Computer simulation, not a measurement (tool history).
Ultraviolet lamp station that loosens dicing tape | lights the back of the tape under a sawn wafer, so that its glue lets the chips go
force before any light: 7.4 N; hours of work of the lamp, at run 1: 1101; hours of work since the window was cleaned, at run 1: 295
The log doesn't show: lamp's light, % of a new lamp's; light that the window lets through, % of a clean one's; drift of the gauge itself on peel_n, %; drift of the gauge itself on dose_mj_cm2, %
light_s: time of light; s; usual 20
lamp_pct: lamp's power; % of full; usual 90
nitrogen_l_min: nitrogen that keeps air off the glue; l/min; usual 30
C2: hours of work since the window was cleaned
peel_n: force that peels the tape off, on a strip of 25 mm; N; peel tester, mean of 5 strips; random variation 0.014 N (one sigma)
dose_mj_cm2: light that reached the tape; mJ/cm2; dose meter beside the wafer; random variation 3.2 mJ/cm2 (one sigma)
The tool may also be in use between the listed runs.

{"run": 1, "day": 0.0, "light_s": 20, "lamp_pct": 90, "nitrogen_l_min": 30, "hours of work of the lamp": 1101, "C2": 295, "peel_n": 1.572, "dose_mj_cm2": 321}
{"day": 0.646, "done": "window cleaned of glue's vapour"}
{"run": 2, "day": 3.996, "light_s": 20, "lamp_pct": 90, "nitrogen_l_min": 11, "hours of work of the lamp": 1147, "C2": 39, "peel_n": 2.573, "dose_mj_cm2": 324}
{"run": 3, "day": 7.808, "light_s": 20, "lamp_pct": 90, "nitrogen_l_min": 22, "hours of work of the lamp": 1192, "C2": 84, "peel_n": 1.88, "dose_mj_cm2": 316}
{"run": 4, "day": 11.354, "light_s": 20, "lamp_pct": 80, "nitrogen_l_min": 30, "hours of work of the lamp": 1233, "C2": 125, "peel_n": 1.824, "dose_mj_cm2": 275}
{"run": 5, "day": 14.796, "light_s": 20, "lamp_pct": 80, "nitrogen_l_min": 30, "hours of work of the lamp": 1274, "C2": 165, "peel_n": 1.997, "dose_mj_cm2": 271}
{"run": 6, "day": 16.688, "light_s": 20, "lamp_pct": 82, "nitrogen_l_min": 30, "hours of work of the lamp": 1296, "C2": 187, "peel_n": 2.005, "dose_mj_cm2": 270}
{"run": 7, "day": 19.396, "light_s": 20, "lamp_pct": 82, "nitrogen_l_min": 30, "hours of work of the lamp": 1327, "C2": 219, "peel_n": 2.013, "dose_mj_cm2": 262}
{"run": 8, "day": 23.475, "light_s": 20, "lamp_pct": 82, "nitrogen_l_min": 30, "hours of work of the lamp": 1375, "C2": 267, "peel_n": 2.057, "dose_mj_cm2": 255}
{"day": 26.492, "done": "window cleaned of glue's vapour"}
{"run": 9, "day": 26.888, "light_s": 20, "lamp_pct": 82, "nitrogen_l_min": 30, "hours of work of the lamp": 1415, "C2": 5, "peel_n": 1.943, "dose_mj_cm2": 262}
{"day": 27.571, "done": "lamp changed"}
{"run": 10, "day": 30.429, "light_s": 20, "lamp_pct": 82, "nitrogen_l_min": 30, "hours of work of the lamp": 33, "C2": 46, "peel_n": 0.885, "dose_mj_cm2": 437}
{"run": 11, "day": 32.712, "light_s": 20, "lamp_pct": 82, "nitrogen_l_min": 30, "hours of work of the lamp": 60, "C2": 72, "peel_n": 0.891, "dose_mj_cm2": 436}
{"run": 12, "day": 34.512, "light_s": 39, "lamp_pct": 82, "nitrogen_l_min": 30, "hours of work of the lamp": 81, "C2": 93, "peel_n": 0.217, "dose_mj_cm2": 850}
{"run": 13, "day": 38.258, "light_s": 39, "lamp_pct": 82, "nitrogen_l_min": 30, "hours of work of the lamp": 125, "C2": 137, "peel_n": 0.228, "dose_mj_cm2": 830}
{"run": 14, "day": 40.975, "light_s": 39, "lamp_pct": 82, "nitrogen_l_min": 30, "hours of work of the lamp": 157, "C2": 169, "peel_n": 0.23, "dose_mj_cm2": 810}
{"run": 15, "day": 44.775, "light_s": 39, "lamp_pct": 82, "nitrogen_l_min": 30, "hours of work of the lamp": 201, "C2": 213, "peel_n": 0.239, "dose_mj_cm2": 796}
{"run": 16, "day": 47.25, "light_s": 39, "lamp_pct": 82, "nitrogen_l_min": 30, "hours of work of the lamp": 230, "C2": 242, "peel_n": 0.237, "dose_mj_cm2": 786}
{"run": 17, "day": 49.042, "light_s": 20, "lamp_pct": 90, "nitrogen_l_min": 30, "hours of work of the lamp": 251, "C2": 263, "peel_n": 0.925, "dose_mj_cm2": 429}
{"day": 52.604, "done": "window cleaned of glue's vapour"}
{"run": 18, "day": 52.604, "light_s": 20, "lamp_pct": 90, "nitrogen_l_min": 12, "hours of work of the lamp": 292, "C2": 0, "peel_n": 1.596, "dose_mj_cm2": 446}
{"run": 19, "day": 55.417, "light_s": 20, "lamp_pct": 90, "nitrogen_l_min": 30, "hours of work of the lamp": 325, "C2": 33, "peel_n": 0.85, "dose_mj_cm2": 440}
{"run": 20, "day": 58.971, "light_s": 20, "lamp_pct": 90, "nitrogen_l_min": 30, "hours of work of the lamp": 367, "C2": 74, "peel_n": 0.899, "dose_mj_cm2": 436}
{"run": 21, "day": 61.138, "light_s": 20, "lamp_pct": 90, "nitrogen_l_min": 30, "hours of work of the lamp": 392, "C2": 100, "peel_n": 0.937, "dose_mj_cm2": 426}
{"run": 22, "day": 63.138, "light_s": 20, "lamp_pct": 90, "nitrogen_l_min": 30, "hours of work of the lamp": 415, "C2": 123, "peel_n": 0.954, "dose_mj_cm2": 430}
{"run": 23, "day": 65.879, "light_s": 19, "lamp_pct": 90, "nitrogen_l_min": 30, "hours of work of the lamp": 447, "C2": 155, "peel_n": 1.053, "dose_mj_cm2": 395}
{"run": 24, "day": 69.104, "light_s": 18, "lamp_pct": 66, "nitrogen_l_min": 30, "hours of work of the lamp": 485, "C2": 193, "peel_n": 1.959, "dose_mj_cm2": 270}
{"run": 25, "day": 70.938, "light_s": 18, "lamp_pct": 66, "nitrogen_l_min": 30, "hours of work of the lamp": 506, "C2": 214, "peel_n": 2.014, "dose_mj_cm2": 266}
{"run": 26, "day": 72.633, "light_s": 22, "lamp_pct": 90, "nitrogen_l_min": 30, "hours of work of the lamp": 526, "C2": 234, "peel_n": 0.889, "dose_mj_cm2": 438}
{"run": 27, "day": 75.367, "light_s": 22, "lamp_pct": 90, "nitrogen_l_min": 30, "hours of work of the lamp": 558, "C2": 266, "peel_n": 0.945, "dose_mj_cm2": 435}
{"day": 78.492, "done": "window cleaned of glue's vapour"}
{"run": 28, "day": 79.179, "light_s": 22, "lamp_pct": 85, "nitrogen_l_min": 30, "hours of work of the lamp": 602, "C2": 8, "peel_n": 0.967, "dose_mj_cm2": 422}
{"run": 29, "day": 82.967, "light_s": 22, "lamp_pct": 85, "nitrogen_l_min": 30, "hours of work of the lamp": 647, "C2": 52, "peel_n": 0.998, "dose_mj_cm2": 415}
{"run": 30, "day": 86.05, "light_s": 39, "lamp_pct": 80, "nitrogen_l_min": 43, "hours of work of the lamp": 683, "C2": 88, "peel_n": 0.258, "dose_mj_cm2": 673}
{"run": 31, "day": 88.762, "light_s": 25, "lamp_pct": 90, "nitrogen_l_min": 12, "hours of work of the lamp": 714, "C2": 120, "peel_n": 1.452, "dose_mj_cm2": 478}
{"run": 32, "day": 90.546, "light_s": 20, "lamp_pct": 71, "nitrogen_l_min": 51, "hours of work of the lamp": 735, "C2": 141, "peel_n": 1.289, "dose_mj_cm2": 300}
{"run": 33, "day": 92.404, "light_s": 19, "lamp_pct": 76, "nitrogen_l_min": 47, "hours of work of the lamp": 757, "C2": 163, "peel_n": 1.337, "dose_mj_cm2": 300}
{"run": 34, "day": 95.008, "light_s": 21, "lamp_pct": 97, "nitrogen_l_min": 30, "hours of work of the lamp": 787, "C2": 193, "peel_n": 0.949, "dose_mj_cm2": 417}
{"run": 35, "day": 98.217, "light_s": 24, "lamp_pct": 83, "nitrogen_l_min": 17, "hours of work of the lamp": 825, "C2": 230, "peel_n": 1.593, "dose_mj_cm2": 397}
{"run": 36, "day": 100.029, "light_s": 19, "lamp_pct": 63, "nitrogen_l_min": 14, "hours of work of the lamp": 846, "C2": 252, "peel_n": 3.059, "dose_mj_cm2": 237}
{"run": 37, "day": 103.758, "light_s": 20, "lamp_pct": 63, "nitrogen_l_min": 43, "hours of work of the lamp": 890, "C2": 295, "peel_n": 1.861, "dose_mj_cm2": 240}
{"day": 104.379, "done": "window cleaned of glue's vapour"}
{"run": 38, "day": 107.475, "light_s": 24, "lamp_pct": 61, "nitrogen_l_min": 11, "hours of work of the lamp": 933, "C2": 36, "peel_n": 2.767, "dose_mj_cm2": 286}
{"run": 39, "day": 109.129, "light_s": 24, "lamp_pct": 61, "nitrogen_l_min": 11, "hours of work of the lamp": 952, "C2": 56, "peel_n": 2.914, "dose_mj_cm2": 283}
{"run": 40, "day": 112.533, "light_s": 15, "lamp_pct": 70, "nitrogen_l_min": 21, "hours of work of the lamp": 992, "C2": 95, "peel_n": 3.131, "dose_mj_cm2": 202}

Run 41 comes next. What will it give?
{"run": 41, "day": 114.654, "light_s": 34, "lamp_pct": 69, "nitrogen_l_min": 10, "hours of work of the lamp": 1017, "C2": 120, "peel_n": "?", "dose_mj_cm2": "?"}

peel_n: 1.806 N
dose_mj_cm2: 438 mJ/cm2
Without the tool's hidden state the same run would have given peel_n 0.933 N, dose_mj_cm2 656 mJ/cm2.

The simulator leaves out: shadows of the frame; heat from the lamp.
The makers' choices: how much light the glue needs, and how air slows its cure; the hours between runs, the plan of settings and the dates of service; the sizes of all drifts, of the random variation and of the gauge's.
